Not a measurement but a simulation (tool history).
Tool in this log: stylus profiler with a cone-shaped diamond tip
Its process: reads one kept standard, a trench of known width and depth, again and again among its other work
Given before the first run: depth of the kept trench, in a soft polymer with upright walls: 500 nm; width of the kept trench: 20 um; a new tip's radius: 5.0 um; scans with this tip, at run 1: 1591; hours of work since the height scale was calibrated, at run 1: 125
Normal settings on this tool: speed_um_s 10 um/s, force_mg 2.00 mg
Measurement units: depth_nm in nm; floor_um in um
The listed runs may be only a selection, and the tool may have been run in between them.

run   hour  speed_um_s  force_mg  scans with this tip  hours of work since the height scale was calibrated  depth_nm  floor_um
  1    0.0          10      2.00                 1591                                                  125    505.23     15.60
  2   32.6           3      2.00                 1843                                                  145    505.28     15.65
  3   69.0           3      2.00                 2124                                                  167    505.35     15.66
  4   97.0          10      2.00                 2341                                                  184    505.34     15.60
  5  125.7          10      2.00                 2562                                                  201    505.34     15.62
  6  157.1          10      2.00                 2804                                                  220    505.20     15.62
  7  181.4           2      0.76                 2993                                                  235    502.68     15.62

The next listed run, before its measurement:
  8  202.2           2      0.76                 3153                                                  248         ?         ?

{"run 8": {"depth_nm": 502.83, "floor_um": 15.63}}
The same run, on a tool lacking any hidden state, would have yielded depth_nm 502.84 nm, floor_um 15.63 um.
